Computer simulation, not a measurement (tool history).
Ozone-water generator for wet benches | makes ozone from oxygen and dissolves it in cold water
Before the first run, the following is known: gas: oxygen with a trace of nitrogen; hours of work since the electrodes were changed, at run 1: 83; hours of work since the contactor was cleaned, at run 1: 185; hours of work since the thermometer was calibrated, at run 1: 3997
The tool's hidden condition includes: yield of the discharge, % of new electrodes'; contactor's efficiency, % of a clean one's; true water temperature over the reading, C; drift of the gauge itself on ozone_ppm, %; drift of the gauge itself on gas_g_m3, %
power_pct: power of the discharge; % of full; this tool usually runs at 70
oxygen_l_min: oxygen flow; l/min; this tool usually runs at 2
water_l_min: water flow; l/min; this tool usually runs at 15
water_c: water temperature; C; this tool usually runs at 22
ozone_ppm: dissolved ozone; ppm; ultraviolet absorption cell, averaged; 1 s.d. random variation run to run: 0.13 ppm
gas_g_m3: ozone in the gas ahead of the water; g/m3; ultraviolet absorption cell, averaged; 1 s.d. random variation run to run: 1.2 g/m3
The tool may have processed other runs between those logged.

run	hour	power_pct	oxygen_l_min	water_l_min	water_c	hours of work since the electrodes were changed	hours of work since the contactor was cleaned	hours of work since the thermometer was calibrated	ozone_ppm	gas_g_m3
1	0	70	2	15	22	83	185	3997	14.2	212.8
2	24.5	70	2	15	22	105	207	4019	14	212
3	69.8	70	2	15	22	144	246	4058	14.3	213.9
4	104.8	70	2	15	22	175	277	4089	14.3	213.5
5	127.8	70	2	15	22	195	297	4109	14.4	213.9
6	161.3	70	2	15	22	224	326	4138	14	214.9
7	192.9	70	2	15	22	252	354	4166	14.1	214.4
8	212.6	70	2	15	22	269	371	4183	14.3	213.9
9	247.1	70	2	15	22	299	401	4213	14.2	213.3
10	289.6	70	2	15	22	336	438	4250	14.2	215.4
11	325.8	70	2	15	22	368	470	4282	14	216.1
12	360.5	77	2	15	22	398	500	4312	15.1	228.6
# hour 402.7: water thermometer calibrated
13	405.9	77	2	15	22	437	540	3	14.9	228.9
14	437.8	70	2	10	22	465	568	31	20.4	215.2
15	476.1	55	1.79	9	22	499	601	64	19	196.9
16	513.3	55	2.96	16	22	531	634	97	12.2	154.2
17	558.4	61	3.46	18	22	571	673	136	11.7	152.5
18	581.5	75	3.31	11	20	591	693	156	20.6	176.9
19	623.2	75	1.8	11	20	627	730	193	19.9	238.2
20	666.2	70	2	15	17	665	767	230	14.9	217.5
21	701.3	70	1.3	10	26	695	798	261	18.3	271
22	746.2	68	3.32	11	21	735	837	300	19.1	166.4
23	782.7	90	3.32	11	21	767	869	332	22.8	199.3
24	808.2	90	3.32	24	21	789	891	354	11.5	197.6
# hour 813.4: gauge calibrated
25	852.4	90	3.32	24	21	828	930	393	11.3	193.2

A few steps of gas_g_m3 between consecutive runs. Split each: what settings, incoming material and random variation would produce without the hidden state, and what is left over for the hidden state, along with gauge scatter present in only one of the two compared results (measured, and without hidden state):
Run 18 -> 19: oxygen_l_min 3.31 -> 1.8. gas_g_m3 +61.3 g/m3: hidden state +1.5, all else +59.8.
Run 21 -> 22: power_pct 70 -> 68, oxygen_l_min 1.3 -> 3.32, water_l_min 10 -> 11, water_c 26 -> 21. gas_g_m3 -104.6 g/m3: hidden state -2.2, all else -102.4.
Run 24 -> 25: gauge calibrated. gas_g_m3 -4.4 g/m3: hidden state -5.2, all else +0.8.
